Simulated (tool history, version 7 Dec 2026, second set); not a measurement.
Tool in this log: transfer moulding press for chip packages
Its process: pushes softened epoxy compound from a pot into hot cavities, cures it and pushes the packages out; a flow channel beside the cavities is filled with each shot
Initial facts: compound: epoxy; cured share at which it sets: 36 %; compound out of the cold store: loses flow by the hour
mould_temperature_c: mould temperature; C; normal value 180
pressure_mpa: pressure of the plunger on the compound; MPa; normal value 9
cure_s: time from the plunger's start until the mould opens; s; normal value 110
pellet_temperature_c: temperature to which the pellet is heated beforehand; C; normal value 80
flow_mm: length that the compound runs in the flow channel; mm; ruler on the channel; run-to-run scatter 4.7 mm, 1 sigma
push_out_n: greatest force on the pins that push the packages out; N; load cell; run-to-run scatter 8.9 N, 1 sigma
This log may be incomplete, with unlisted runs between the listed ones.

run,hour,mould_temperature_c,pressure_mpa,cure_s,pellet_temperature_c,incoming compound's hours out of the cold store,flow_mm,push_out_n
1,0,180,9,110,80,38.6,489,881
# hour 9.6: cavities cleaned with cleaning compound and waxed
2,9.6,174,9,110,80,38.2,507,1541
3,17.5,180,8.84,110,80,8.6,552,1088
4,31.5,180,9,110,76,16.7,549,1018
5,41.1,180,9,110,76,45.2,465,1014
6,51.2,180,9,110,80,43.9,459,963
7,58.2,180,9,95,80,11.6,556,1293
8,65,180,9,95,80,40.1,477,1129
9,72.4,180,9,97,80,13.4,539,1235
# hour 75.9: cavities cleaned with cleaning compound and waxed, once more
10,86.5,176,9,97,80,29.2,514,916
11,99.7,176,9,98,80,41.5,478,1053
12,113.3,174,10.52,93,84,45.2,520,1543
13,125.8,177,9.27,111,84,41.9,480,943
14,137.2,177,9.27,111,84,44.6,474,967
15,144.5,181,9,110,76,12.9,532,844

Here are 5 independent what-if runs from the current tool condition. What would each one return?
# hour 159.5: plunger's sealing rings changed
A,161.3,180,9.77,108,76,29.1,?,?
# hour 159.5: plunger's sealing rings changed
B,161.3,181,10.77,110,84,19.1,?,?
# hour 159.5: plunger's sealing rings changed
C,161.3,180,9,92,80,31.1,?,?
# hour 159.5: plunger's sealing rings changed
D,161.3,181,9,111,86,45.9,?,?
# hour 159.5: plunger's sealing rings changed
E,161.3,172,8.68,110,72,9.4,?,?

run,flow_mm,push_out_n
A,545,936
B,611,886
C,531,1221
D,490,856
E,607,1708
With the hidden condition removed and each run's random variation left untouched, the same runs would have given:
run,flow_mm,push_out_n
A,545,409
B,610,388
C,531,532
D,490,383
E,606,738

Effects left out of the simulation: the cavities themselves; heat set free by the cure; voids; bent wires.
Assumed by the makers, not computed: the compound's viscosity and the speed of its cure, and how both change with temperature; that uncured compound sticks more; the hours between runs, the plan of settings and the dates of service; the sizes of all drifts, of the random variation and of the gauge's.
